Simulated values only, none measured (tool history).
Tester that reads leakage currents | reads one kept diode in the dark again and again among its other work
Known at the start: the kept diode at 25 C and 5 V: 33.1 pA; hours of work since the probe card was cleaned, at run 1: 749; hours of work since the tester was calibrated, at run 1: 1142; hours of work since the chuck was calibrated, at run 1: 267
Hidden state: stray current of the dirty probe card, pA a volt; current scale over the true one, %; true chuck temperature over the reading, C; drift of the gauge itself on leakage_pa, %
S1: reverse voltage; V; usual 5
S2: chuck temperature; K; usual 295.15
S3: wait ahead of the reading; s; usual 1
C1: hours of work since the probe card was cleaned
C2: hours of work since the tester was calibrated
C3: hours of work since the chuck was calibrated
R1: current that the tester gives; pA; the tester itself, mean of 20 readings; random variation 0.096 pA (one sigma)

run,hour,S1,S2,S3,C1,C2,C3,R1
1,0,5,295.15,1,749,1142,267,30.56
2,139.8,5,295.15,1,808,1201,326,31.05
3,264.9,5,295.15,1,860,1253,379,31.43
4,489.6,5,295.15,1,955,1347,473,31.83
5,732.5,5,295.15,1.16,1057,1449,575,32.34
6,872.2,5,295.15,1.16,1115,1508,634,32.8
7,1039.6,5,295.15,1.16,1186,1578,704,33.51
8,1268.7,5,295.15,1.16,1282,1675,800,33.84
9,1527,5,299.15,1,1390,1783,909,46.98
# hour 1629.7: probe card cleaned and baked
10,1800,2.44,295.15,1,71,1896,1022,19.15
11,1936.4,2.44,295.15,1,129,1954,1079,19.39
12,2186.5,2.44,295.15,1,234,2059,1184,19.84
13,2462.2,2.44,295.15,3.35,350,2174,1300,19.65
14,2731.1,2.44,295.15,3.35,462,2287,1413,20.01
# hour 2753.8: chuck's temperature calibrated
15,2939.6,2.44,295.15,3.35,549,2374,78,21.04
16,3161.1,2.44,295.15,3.35,642,2467,171,21.49
# hour 3254.9: tester calibrated
17,3294.5,5,306.15,1,697,17,226,86.01
18,3487,5,301.15,1,778,97,307,58.42
19,3662.7,5,301.15,1,852,171,381,59.13
20,3820.6,5,301.15,1,918,238,447,59.47
21,4068.7,5,301.15,1,1022,342,551,60.45
22,4272.5,5,301.15,1,1108,427,637,61.11
# hour 4392.6: chuck's temperature calibrated, once more
23,4514.7,5,320.15,0.75,1209,528,51,225.32
24,4667.1,5,320.15,0.75,1273,592,115,226.6
25,4948,5,320.15,0.75,1391,710,233,229.14
# hour 5047.8: probe card cleaned and baked
26,5155.3,4.19,297.15,1,45,796,319,29.65
27,5398.8,5,307.15,3.2,147,898,421,77.07

Forecast run 28:
28,5612.3,5,307.15,3.2,237,988,511,?

R1: 78.66 pA
Without the tool's hidden state the same run would have given R1 74.9 pA.

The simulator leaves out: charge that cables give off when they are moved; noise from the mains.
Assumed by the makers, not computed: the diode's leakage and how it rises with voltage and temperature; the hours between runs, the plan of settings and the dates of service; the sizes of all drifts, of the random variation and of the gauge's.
